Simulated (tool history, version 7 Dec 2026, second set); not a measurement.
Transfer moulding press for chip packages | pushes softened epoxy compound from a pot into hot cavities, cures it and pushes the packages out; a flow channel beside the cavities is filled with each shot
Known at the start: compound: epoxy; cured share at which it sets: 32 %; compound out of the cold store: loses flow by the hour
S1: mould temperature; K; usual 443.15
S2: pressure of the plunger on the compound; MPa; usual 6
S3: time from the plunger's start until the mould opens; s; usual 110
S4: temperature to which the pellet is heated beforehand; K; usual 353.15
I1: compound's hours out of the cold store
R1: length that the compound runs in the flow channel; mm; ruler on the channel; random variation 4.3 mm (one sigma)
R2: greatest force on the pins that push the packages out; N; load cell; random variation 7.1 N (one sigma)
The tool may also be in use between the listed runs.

run   hour      S1    S2   S3      S4    I1   R1   R2
  1      0  443.15     6  110  353.15  30.5  700  289
        38  -- cavities cleaned with cleaning compound and waxed
      89.5  -- plunger's sealing rings changed
  2   89.5  443.15     6  110  353.15  37.5  684  290
     123.3  -- cavities cleaned with cleaning compound and waxed
  3  138.6  443.15     6  110  353.15  33.9  695  297
  4  199.6  443.15     6  110  353.15    30  704  303
     214.4  -- cavities cleaned with cleaning compound and waxed
  5    263  443.15     6  110  353.15  46.7  663  313
     301.9  -- cavities cleaned with cleaning compound and waxed
  6    344  443.15     6  110  353.15  19.6  721  296
     386.8  -- cavities cleaned with cleaning compound and waxed
  7  416.4  437.15     6   90  353.15  11.3  748  584
     469.5  -- plunger's sealing rings changed
       479  -- cavities cleaned with cleaning compound and waxed
  8  514.9  437.15     6   90  353.15  18.2  737  556
     564.9  -- cavities cleaned with cleaning compound and waxed
  9  592.1  438.15  5.36  125  357.15  15.9  704  300
     648.1  -- cavities cleaned with cleaning compound and waxed
 10  681.9  441.15  5.36  125  357.15  37.8  650  284

Forecast each of these 4 alternatives for the next run:
     732.6  -- cavities cleaned with cleaning compound and waxed
  A  766.6  441.15  6.97  149  357.15  25.6   ?   ?
     732.6  -- cavities cleaned with cleaning compound and waxed
  B  766.6  447.15  5.36  125  348.15  20.9   ?   ?
     732.6  -- cavities cleaned with cleaning compound and waxed
  C  766.6  437.15  5.93  125  357.15  47.9   ?   ?
     732.6  -- cavities cleaned with cleaning compound and waxed
  D  766.6  443.15   6.8  114  353.15    33   ?   ?

run   R1   R2
  A  771  272
  B  673  263
  C  674  315
  D  737  284
Without the tool's hidden state the same runs would have given:
run   R1   R2
  A  771  271
  B  673  262
  C  674  313
  D  737  283
